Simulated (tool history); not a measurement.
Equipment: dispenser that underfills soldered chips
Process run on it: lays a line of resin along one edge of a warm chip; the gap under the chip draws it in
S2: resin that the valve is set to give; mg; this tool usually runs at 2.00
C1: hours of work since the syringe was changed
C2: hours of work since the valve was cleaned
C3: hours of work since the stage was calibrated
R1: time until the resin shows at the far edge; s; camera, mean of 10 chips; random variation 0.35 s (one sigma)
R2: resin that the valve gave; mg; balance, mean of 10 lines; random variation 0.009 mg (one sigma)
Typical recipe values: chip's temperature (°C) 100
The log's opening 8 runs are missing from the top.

At hour 78.9: new syringe of resin.
Run 9, hour 85.0: usual settings but S2 1.94 mg; C1 5; C2 20; C3 185. Result: R1 25.5 s, R2 1.904 mg.
At hour 86.9: new syringe of resin.
Run 10, hour 92.3: usual settings; C1 4; C2 25; C3 191. Result: R1 23.8 s, R2 1.968 mg.
At hour 94.5: new syringe of resin.
At hour 102.6: new syringe of resin.
Run 11, hour 104.0: usual settings; C1 1; C2 33; C3 199. Result: R1 20.0 s, R2 1.960 mg.
At hour 110.5: new syringe of resin.
Run 12, hour 114.8: usual settings but S2 2.15 mg; C1 3; C2 41; C3 207. Result: R1 22.6 s, R2 2.076 mg.
At hour 118.6: new syringe of resin.
Run 13, hour 122.1: usual settings but S2 2.15 mg; C1 3; C2 47; C3 213. Result: R1 21.6 s, R2 2.075 mg.
At hour 126.4: new syringe of resin.
Run 14, hour 131.4: usual settings but S2 2.09 mg; C1 4; C2 54; C3 219. Result: R1 23.7 s, R2 2.000 mg.
At hour 134.3: new syringe of resin.
At hour 142.5: new syringe of resin.
Run 15, hour 142.7: usual settings but chip's temperature (°C) 105; C1 0; C2 62; C3 228. Result: R1 16.5 s, R2 1.888 mg.
At hour 151.0: new syringe of resin.
Run 16, hour 154.4: usual settings but chip's temperature (°C) 105; C1 3; C2 70; C3 236. Result: R1 18.5 s, R2 1.877 mg.
At hour 158.0: dispensing valve cleaned and set on the balance.
At hour 160.2: new syringe of resin.
Run 17, hour 166.5: usual settings but chip's temperature (°C) 105; C1 5; C2 6; C3 245. Result: R1 20.2 s, R2 1.975 mg.
At hour 168.2: new syringe of resin.
Run 18, hour 174.4: usual settings but chip's temperature (°C) 95, S2 2.26 mg; C1 5; C2 12; C3 250. Result: R1 29.5 s, R2 2.242 mg.
At hour 176.3: new syringe of resin.
Run 19, hour 180.2: usual settings but chip's temperature (°C) 103, S2 2.42 mg; C1 3; C2 16; C3 255. Result: R1 19.9 s, R2 2.385 mg.
At hour 184.5: new syringe of resin.
Run 20, hour 190.7: usual settings but chip's temperature (°C) 103, S2 2.42 mg; C1 5; C2 24; C3 262. Result: R1 21.5 s, R2 2.369 mg.
At hour 192.5: new syringe of resin.
Run 21, hour 198.7: usual settings but S2 2.36 mg; C1 5; C2 30; C3 268. Result: R1 24.4 s, R2 2.287 mg.
At hour 200.6: new syringe of resin.
At hour 209.3: new syringe of resin.
Run 22, hour 210.6: usual settings but S2 2.36 mg; C1 1; C2 39; C3 277. Result: R1 20.8 s, R2 2.286 mg.
At hour 217.3: new syringe of resin.
Run 23, hour 220.4: usual settings but S2 2.36 mg; C1 2; C2 46; C3 284. Result: R1 21.5 s, R2 2.270 mg.
At hour 225.1: new syringe of resin.
Run 24, hour 231.3: usual settings but S2 2.36 mg; C1 5; C2 54; C3 292. Result: R1 25.0 s, R2 2.249 mg.
At hour 233.6: new syringe of resin.
Run 25, hour 238.3: usual settings but chip's temperature (°C) 94, S2 1.73 mg; C1 4; C2 59; C3 297. Result: R1 32.1 s, R2 1.634 mg.
At hour 242.1: new syringe of resin.
Run 26, hour 245.2: usual settings but chip's temperature (°C) 97, S2 1.71 mg; C1 2; C2 64; C3 302. Result: R1 26.7 s, R2 1.604 mg.
At hour 249.8: new syringe of resin.
Run 27, hour 253.5: usual settings but chip's temperature (°C) 93, S2 2.05 mg; C1 3; C2 70; C3 308. Result: R1 30.4 s, R2 1.927 mg.
At hour 257.4: dispensing valve cleaned and set on the balance.
At hour 259.0: new syringe of resin.
Run 28, hour 263.2: usual settings but chip's temperature (°C) 98, S2 2.05 mg; C1 3; C2 4; C3 315. Result: R1 24.8 s, R2 2.040 mg.
At hour 267.1: new syringe of resin.
At hour 274.9: new syringe of resin.
Run 29, hour 275.0: usual settings but chip's temperature (°C) 94, S2 2.38 mg; C1 0; C2 13; C3 323. Result: R1 23.5 s, R2 2.357 mg.
Run 30, hour 280.8: usual settings but chip's temperature (°C) 103, S2 1.73 mg; C1 5; C2 17; C3 328. Result: R1 23.8 s, R2 1.708 mg.
At hour 282.9: new syringe of resin.
Run 31, hour 289.6: usual settings but chip's temperature (°C) 101, S2 2.26 mg; C1 5; C2 24; C3 334. Result: R1 24.1 s, R2 2.206 mg.
At hour 290.7: new syringe of resin.
At hour 299.1: new syringe of resin.
Run 32, hour 301.7: usual settings but chip's temperature (°C) 108, S2 2.04 mg; C1 2; C2 32; C3 343. Result: R1 16.6 s, R2 1.993 mg.
At hour 306.9: new syringe of resin.
Run 33, hour 313.0: usual settings but chip's temperature (°C) 108, S2 2.04 mg; C1 5; C2 41; C3 352. Result: R1 19.7 s, R2 1.974 mg.

4 ways to go on from here, each from the tool as it stands after run 33. What would each give?
At hour 315.2: new syringe of resin.
Run A, hour 318.4: usual settings but chip's temperature (°C) 102, S2 1.74 mg; C1 2; C2 45; C3 355. Result: R1 ?, R2 ?.
At hour 315.2: new syringe of resin.
Run B, hour 318.4: usual settings but chip's temperature (°C) 103, S2 2.04 mg; C1 2; C2 45; C3 355. Result: R1 ?, R2 ?.
At hour 315.2: new syringe of resin.
Run C, hour 318.4: usual settings but chip's temperature (°C) 107, S2 1.72 mg; C1 2; C2 45; C3 355. Result: R1 ?, R2 ?.
At hour 315.2: new syringe of resin.
Run D, hour 318.4: usual settings but chip's temperature (°C) 105, S2 2.23 mg; C1 2; C2 45; C3 355. Result: R1 ?, R2 ?.

run    R1     R2
  A  22.7  1.676
  B  20.2  1.974
  C  18.5  1.645
  D  18.9  2.138
Stripped of hidden state, with their random variation kept, the same runs would have yielded:
run    R1     R2
  A  18.2  1.743
  B  16.2  2.052
  C  14.7  1.711
  D  15.4  2.223
